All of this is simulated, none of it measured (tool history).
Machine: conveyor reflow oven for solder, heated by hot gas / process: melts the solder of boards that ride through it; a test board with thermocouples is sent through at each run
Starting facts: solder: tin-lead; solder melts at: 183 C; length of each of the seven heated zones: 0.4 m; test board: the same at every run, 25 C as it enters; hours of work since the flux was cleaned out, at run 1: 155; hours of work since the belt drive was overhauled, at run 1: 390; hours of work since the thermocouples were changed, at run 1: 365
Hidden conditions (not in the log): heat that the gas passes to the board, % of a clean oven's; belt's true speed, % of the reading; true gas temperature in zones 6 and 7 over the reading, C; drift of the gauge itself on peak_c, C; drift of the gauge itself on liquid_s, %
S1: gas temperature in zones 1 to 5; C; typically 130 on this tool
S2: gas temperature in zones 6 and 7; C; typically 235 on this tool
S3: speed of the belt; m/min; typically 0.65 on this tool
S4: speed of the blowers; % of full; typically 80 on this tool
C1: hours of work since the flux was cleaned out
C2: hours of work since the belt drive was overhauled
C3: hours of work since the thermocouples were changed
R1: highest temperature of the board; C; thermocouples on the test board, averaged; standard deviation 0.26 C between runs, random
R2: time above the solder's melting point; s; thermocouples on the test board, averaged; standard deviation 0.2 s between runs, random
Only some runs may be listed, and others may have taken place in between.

run 1 hour=0 | S1=130 S2=235 S3=0.65 S4=80 | C1=155 C2=390 C3=365 | R1=219.6 R2=55.3
run 2 hour=13.4 | S1=130 S2=235 S3=0.579 S4=80 | C1=160 C2=396 C3=371 | R1=223 R2=65.1
run 3 hour=28.2 | S1=130 S2=235 S3=0.65 S4=80 | C1=167 C2=402 C3=377 | R1=219.7 R2=55
run 4 hour=53.5 | S1=130 S2=235 S3=0.596 S4=80 | C1=177 C2=413 C3=388 | R1=221.8 R2=62.5
run 5 hour=68 | S1=130 S2=235 S3=0.596 S4=80 | C1=184 C2=419 C3=394 | R1=221.8 R2=62.7
run 6 hour=93.5 | S1=130 S2=235 S3=0.596 S4=80 | C1=194 C2=430 C3=405 | R1=221.4 R2=62.4
run 7 hour=110.3 | S1=130 S2=235 S3=0.596 S4=80 | C1=202 C2=437 C3=412 | R1=221.6 R2=62.2
-- hour=134.6 flux residue cleaned out of gas plates and filters
run 8 hour=140 | S1=130 S2=235 S3=0.703 S4=80 | C1=2 C2=448 C3=422 | R1=218.4 R2=50.7
run 9 hour=162.4 | S1=130 S2=235 S3=0.703 S4=80 | C1=12 C2=457 C3=432 | R1=218.3 R2=50
run 10 hour=188.8 | S1=130 S2=235 S3=0.703 S4=80 | C1=23 C2=468 C3=443 | R1=218.2 R2=50.1
run 11 hour=217.2 | S1=135 S2=235 S3=0.65 S4=80 | C1=35 C2=480 C3=455 | R1=221.6 R2=58.7
run 12 hour=231.3 | S1=139 S2=234 S3=0.576 S4=80 | C1=41 C2=486 C3=461 | R1=223.8 R2=69.3
run 13 hour=251.9 | S1=139 S2=234 S3=0.576 S4=80 | C1=50 C2=495 C3=470 | R1=223.8 R2=69.8
run 14 hour=267.2 | S1=130 S2=235 S3=0.65 S4=73 | C1=56 C2=501 C3=476 | R1=218.7 R2=54.8
run 15 hour=285.2 | S1=138 S2=230 S3=0.584 S4=81 | C1=64 C2=509 C3=484 | R1=219.5 R2=65.5

What differs in the tool's unlogged condition from the final listed run ahead of each entry between runs to the first listed run following it?
Logged between run 7 and run 8: flux residue cleaned out of gas plates and filters (hour 134.6)
  heat that the gas passes to the board, % of a clean oven's: 92.6 -> 99.7; belt's true speed, % of the reading: 99.66 -> 99.65; true gas temperature in zones 6 and 7 over the reading, C: -1.06 -> -1.1
  what was measured, less what the result would be without the hidden state, R1: -2.6 -> -1 C; R2: -1.8 -> -0.5 s
